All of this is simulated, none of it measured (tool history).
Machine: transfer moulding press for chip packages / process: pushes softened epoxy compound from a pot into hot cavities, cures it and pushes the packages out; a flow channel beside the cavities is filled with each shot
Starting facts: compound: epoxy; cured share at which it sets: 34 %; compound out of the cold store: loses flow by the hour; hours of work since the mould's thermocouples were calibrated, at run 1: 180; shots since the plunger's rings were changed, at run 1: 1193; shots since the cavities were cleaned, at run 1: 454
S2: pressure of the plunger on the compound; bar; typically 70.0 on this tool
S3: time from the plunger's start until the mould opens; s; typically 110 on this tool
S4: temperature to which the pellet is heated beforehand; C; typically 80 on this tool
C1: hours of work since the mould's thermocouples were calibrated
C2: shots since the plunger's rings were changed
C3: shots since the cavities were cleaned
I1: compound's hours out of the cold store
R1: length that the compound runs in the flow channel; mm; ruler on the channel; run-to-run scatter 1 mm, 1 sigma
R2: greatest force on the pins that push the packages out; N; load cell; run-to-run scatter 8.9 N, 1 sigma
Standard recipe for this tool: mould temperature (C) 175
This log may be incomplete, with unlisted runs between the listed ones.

run 1 hour=0.0 | mould_temperature_(C)=175 S2=70.0 S3=110 S4=80 | C1=180 C2=1193 C3=454 | I1=47.6 | R1=480 R2=400
run 2 hour=27.9 | mould_temperature_(C)=175 S2=70.0 S3=131 S4=80 | C1=192 C2=1383 C3=644 | I1=31.8 | R1=511 R2=353
run 3 hour=40.2 | mould_temperature_(C)=175 S2=70.0 S3=123 S4=80 | C1=197 C2=1467 C3=728 | I1=30.8 | R1=512 R2=374
-- hour=44.8 cavities cleaned with cleaning compound and waxed
run 4 hour=61.9 | mould_temperature_(C)=175 S2=70.0 S3=137 S4=80 | C1=205 C2=1605 C3=117 | I1=13.0 | R1=551 R2=347
run 5 hour=81.2 | mould_temperature_(C)=175 S2=70.0 S3=110 S4=86 | C1=214 C2=1736 C3=248 | I1=15.4 | R1=545 R2=397
run 6 hour=110.2 | mould_temperature_(C)=175 S2=70.0 S3=110 S4=80 | C1=226 C2=1933 C3=445 | I1=15.9 | R1=543 R2=408
run 7 hour=130.7 | mould_temperature_(C)=175 S2=70.0 S3=110 S4=80 | C1=235 C2=2073 C3=585 | I1=22.3 | R1=531 R2=415
run 8 hour=146.5 | mould_temperature_(C)=175 S2=70.0 S3=110 S4=80 | C1=242 C2=2181 C3=693 | I1=9.5 | R1=558 R2=419
-- hour=156.4 cavities cleaned with cleaning compound and waxed
run 9 hour=170.5 | mould_temperature_(C)=175 S2=70.0 S3=110 S4=80 | C1=251 C2=2334 C3=97 | I1=23.7 | R1=527 R2=394
run 10 hour=186.7 | mould_temperature_(C)=175 S2=70.0 S3=110 S4=80 | C1=258 C2=2444 C3=207 | I1=9.1 | R1=558 R2=407
run 11 hour=214.4 | mould_temperature_(C)=175 S2=70.0 S3=110 S4=80 | C1=270 C2=2632 C3=395 | I1=37.6 | R1=502 R2=395
run 12 hour=230.2 | mould_temperature_(C)=175 S2=70.0 S3=110 S4=80 | C1=277 C2=2740 C3=503 | I1=12.6 | R1=551 R2=419
run 13 hour=249.5 | mould_temperature_(C)=175 S2=70.0 S3=110 S4=80 | C1=285 C2=2871 C3=634 | I1=12.8 | R1=550 R2=420
-- hour=266.8 cavities cleaned with cleaning compound and waxed
run 14 hour=273.1 | mould_temperature_(C)=175 S2=70.0 S3=110 S4=80 | C1=295 C2=3021 C3=42 | I1=32.7 | R1=509 R2=430
run 15 hour=297.0 | mould_temperature_(C)=175 S2=70.0 S3=110 S4=80 | C1=305 C2=3184 C3=205 | I1=31.9 | R1=510 R2=419
run 16 hour=314.4 | mould_temperature_(C)=181 S2=63.7 S3=110 S4=80 | C1=312 C2=3303 C3=324 | I1=9.1 | R1=516 R2=358
-- hour=331.1 plunger's sealing rings changed
-- hour=341.0 mould's thermocouples calibrated
run 17 hour=348.6 | mould_temperature_(C)=182 S2=67.4 S3=98 S4=90 | C1=3 C2=106 C3=526 | I1=13.5 | R1=518 R2=359
run 18 hour=361.8 | mould_temperature_(C)=182 S2=67.4 S3=98 S4=90 | C1=9 C2=196 C3=616 | I1=47.8 | R1=455 R2=350
-- hour=383.6 cavities cleaned with cleaning compound and waxed
run 19 hour=387.4 | mould_temperature_(C)=182 S2=67.4 S3=98 S4=90 | C1=19 C2=360 C3=26 | I1=24.4 | R1=496 R2=344
run 20 hour=416.1 | mould_temperature_(C)=180 S2=67.4 S3=98 S4=83 | C1=31 C2=555 C3=221 | I1=46.4 | R1=462 R2=391
run 21 hour=439.7 | mould_temperature_(C)=180 S2=67.4 S3=98 S4=83 | C1=42 C2=716 C3=382 | I1=38.2 | R1=476 R2=393
run 22 hour=458.4 | mould_temperature_(C)=171 S2=74.7 S3=98 S4=73 | C1=50 C2=843 C3=509 | I1=12.3 | R1=585 R2=717
run 23 hour=482.3 | mould_temperature_(C)=171 S2=74.7 S3=98 S4=73 | C1=60 C2=1006 C3=672 | I1=45.2 | R1=513 R2=633
-- hour=494.8 cavities cleaned with cleaning compound and waxed
run 24 hour=511.4 | mould_temperature_(C)=171 S2=74.7 S3=98 S4=73 | C1=72 C2=1193 C3=113 | I1=34.0 | R1=534 R2=661
run 25 hour=532.2 | mould_temperature_(C)=171 S2=74.7 S3=98 S4=73 | C1=81 C2=1335 C3=255 | I1=19.4 | R1=567 R2=713
run 26 hour=561.7 | mould_temperature_(C)=175 S2=59.5 S3=110 S4=71 | C1=93 C2=1536 C3=456 | I1=24.5 | R1=486 R2=431
run 27 hour=579.8 | mould_temperature_(C)=171 S2=59.5 S3=110 S4=71 | C1=101 C2=1659 C3=579 | I1=45.0 | R1=458 R2=519
run 28 hour=595.0 | mould_temperature_(C)=182 S2=86.4 S3=98 S4=70 | C1=107 C2=1763 C3=683 | I1=16.4 | R1=583 R2=388
-- hour=606.1 cavities cleaned with cleaning compound and waxed
run 29 hour=624.6 | mould_temperature_(C)=182 S2=54.5 S3=98 S4=81 | C1=119 C2=1954 C3=126 | I1=27.4 | R1=442 R2=368

For each entry between runs, how does the tool's hidden state at the last listed run before it compare with that at the first listed run after it?
From run 3 to run 4: cavities cleaned with cleaning compound and waxed (hour 44.8)
  grip of the stained cavities, % over clean ones': 1.3 -> 0.3
From run 8 to run 9: cavities cleaned with cleaning compound and waxed (hour 156.4)
  grip of the stained cavities, % over clean ones': 1.3 -> 0.3
From run 13 to run 14: cavities cleaned with cleaning compound and waxed (hour 266.8)
  pressure that reaches the compound, % of what is set: 99.89 -> 99.88; grip of the stained cavities, % over clean ones': 1.2 -> 0.1
From run 16 to run 17: plunger's sealing rings changed (hour 331.1); mould's thermocouples calibrated (hour 341.0)
  true mould temperature over the reading, C: 0 -> 0.01; pressure that reaches the compound, % of what is set: 99.87 -> 99.99; grip of the stained cavities, % over clean ones': 0.7 -> 1
From run 18 to run 19: cavities cleaned with cleaning compound and waxed (hour 383.6)
  grip of the stained cavities, % over clean ones': 1.1 -> 0.1
From run 23 to run 24: cavities cleaned with cleaning compound and waxed (hour 494.8)
  grip of the stained cavities, % over clean ones': 1.2 -> 0.3
From run 28 to run 29: cavities cleaned with cleaning compound and waxed (hour 606.1)
  grip of the stained cavities, % over clean ones': 1.3 -> 0.4
